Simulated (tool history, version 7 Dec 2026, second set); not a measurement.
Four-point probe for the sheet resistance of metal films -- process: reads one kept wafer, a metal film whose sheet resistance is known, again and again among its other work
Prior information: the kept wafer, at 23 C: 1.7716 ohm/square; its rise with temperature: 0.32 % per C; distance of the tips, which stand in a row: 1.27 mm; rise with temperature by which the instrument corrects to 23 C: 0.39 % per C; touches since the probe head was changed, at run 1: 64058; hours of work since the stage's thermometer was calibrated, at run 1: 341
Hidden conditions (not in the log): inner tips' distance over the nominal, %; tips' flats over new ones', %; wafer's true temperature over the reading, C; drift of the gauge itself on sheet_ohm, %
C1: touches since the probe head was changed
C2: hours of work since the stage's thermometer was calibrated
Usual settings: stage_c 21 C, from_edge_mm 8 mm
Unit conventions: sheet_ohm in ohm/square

run 1 hour=0.0 | stage_c=21 from_edge_mm=8 | C1=64058 C2=341 | sheet_ohm=1.797581
run 2 hour=63.9 | stage_c=21 from_edge_mm=8 | C1=65740 C2=379 | sheet_ohm=1.798320
run 3 hour=161.6 | stage_c=29 from_edge_mm=8 | C1=68308 C2=436 | sheet_ohm=1.788084
run 4 hour=273.7 | stage_c=29 from_edge_mm=10 | C1=71255 C2=502 | sheet_ohm=1.779397
run 5 hour=384.2 | stage_c=29 from_edge_mm=10 | C1=74162 C2=566 | sheet_ohm=1.779890
run 6 hour=464.9 | stage_c=29 from_edge_mm=10 | C1=76284 C2=614 | sheet_ohm=1.779277
run 7 hour=564.8 | stage_c=29 from_edge_mm=28 | C1=78910 C2=672 | sheet_ohm=1.766065
run 8 hour=659.0 | stage_c=29 from_edge_mm=28 | C1=81388 C2=727 | sheet_ohm=1.766013
run 9 hour=717.4 | stage_c=21 from_edge_mm=30 | C1=82923 C2=761 | sheet_ohm=1.775481
run 10 hour=848.8 | stage_c=21 from_edge_mm=30 | C1=86377 C2=838 | sheet_ohm=1.776039
run 11 hour=979.4 | stage_c=21 from_edge_mm=30 | C1=89812 C2=915 | sheet_ohm=1.775574
run 12 hour=1090.7 | stage_c=21 from_edge_mm=30 | C1=92740 C2=980 | sheet_ohm=1.776055
run 13 hour=1164.3 | stage_c=31 from_edge_mm=8 | C1=94673 C2=1023 | sheet_ohm=1.785109
run 14 hour=1250.7 | stage_c=31 from_edge_mm=4 | C1=96948 C2=1074 | sheet_ohm=1.851486
run 15 hour=1368.2 | stage_c=31 from_edge_mm=4 | C1=100036 C2=1142 | sheet_ohm=1.851598
run 16 hour=1479.2 | stage_c=21 from_edge_mm=8 | C1=102956 C2=1207 | sheet_ohm=1.797847
run 17 hour=1602.9 | stage_c=21 from_edge_mm=8 | C1=106208 C2=1280 | sheet_ohm=1.798054
run 18 hour=1715.0 | stage_c=21 from_edge_mm=34 | C1=109156 C2=1345 | sheet_ohm=1.775437
run 19 hour=1823.0 | stage_c=21 from_edge_mm=8 | C1=111994 C2=1409 | sheet_ohm=1.798288
run 20 hour=1899.6 | stage_c=21 from_edge_mm=8 | C1=114010 C2=1454 | sheet_ohm=1.797342
run 21 hour=1977.6 | stage_c=21 from_edge_mm=8 | C1=116061 C2=1499 | sheet_ohm=1.798392
run 22 hour=2101.4 | stage_c=32 from_edge_mm=31 | C1=119317 C2=1572 | sheet_ohm=1.762354
run 23 hour=2212.7 | stage_c=32 from_edge_mm=31 | C1=122244 C2=1637 | sheet_ohm=1.762318
run 24 hour=2319.4 | stage_c=25 from_edge_mm=33 | C1=125047 C2=1699 | sheet_ohm=1.770416
run 25 hour=2437.3 | stage_c=33 from_edge_mm=13 | C1=128149 C2=1768 | sheet_ohm=1.768483
run 26 hour=2521.4 | stage_c=35 from_edge_mm=38 | C1=130360 C2=1818 | sheet_ohm=1.757684
run 27 hour=2603.5 | stage_c=35 from_edge_mm=52 | C1=132519 C2=1866 | sheet_ohm=1.757815
run 28 hour=2717.8 | stage_c=35 from_edge_mm=52 | C1=135524 C2=1933 | sheet_ohm=1.757956
run 29 hour=2861.2 | stage_c=35 from_edge_mm=52 | C1=139296 C2=2017 | sheet_ohm=1.757310
run 30 hour=2971.9 | stage_c=23 from_edge_mm=3 | C1=142205 C2=2081 | sheet_ohm=1.925962
-- hour=2989.8 stage's thermometer calibrated
run 31 hour=3115.3 | stage_c=22 from_edge_mm=8 | C1=145963 C2=73 | sheet_ohm=1.797188
run 32 hour=3179.6 | stage_c=27 from_edge_mm=4 | C1=147656 C2=111 | sheet_ohm=1.857236
run 33 hour=3298.8 | stage_c=27 from_edge_mm=4 | C1=150789 C2=181 | sheet_ohm=1.857053
run 34 hour=3432.8 | stage_c=32 from_edge_mm=48 | C1=154312 C2=259 | sheet_ohm=1.761048
run 35 hour=3549.0 | stage_c=32 from_edge_mm=48 | C1=157367 C2=327 | sheet_ohm=1.760743
run 36 hour=3629.7 | stage_c=32 from_edge_mm=48 | C1=159490 C2=375 | sheet_ohm=1.761565
run 37 hour=3736.9 | stage_c=32 from_edge_mm=48 | C1=162309 C2=437 | sheet_ohm=1.760898
run 38 hour=3867.4 | stage_c=28 from_edge_mm=67 | C1=165741 C2=514 | sheet_ohm=1.765407
run 39 hour=3934.1 | stage_c=28 from_edge_mm=67 | C1=167493 C2=553 | sheet_ohm=1.765299
run 40 hour=4066.0 | stage_c=32 from_edge_mm=9 | C1=170962 C2=630 | sheet_ohm=1.778964
run 41 hour=4178.4 | stage_c=23 from_edge_mm=5 | C1=173918 C2=696 | sheet_ohm=1.830870

Hidden condition of the tool, last listed run before each entry between runs versus first listed run after:
Run 30 -> run 31: stage's thermometer calibrated (hour 2989.8)
  wafer's true temperature over the reading, C: 0.01 -> 0

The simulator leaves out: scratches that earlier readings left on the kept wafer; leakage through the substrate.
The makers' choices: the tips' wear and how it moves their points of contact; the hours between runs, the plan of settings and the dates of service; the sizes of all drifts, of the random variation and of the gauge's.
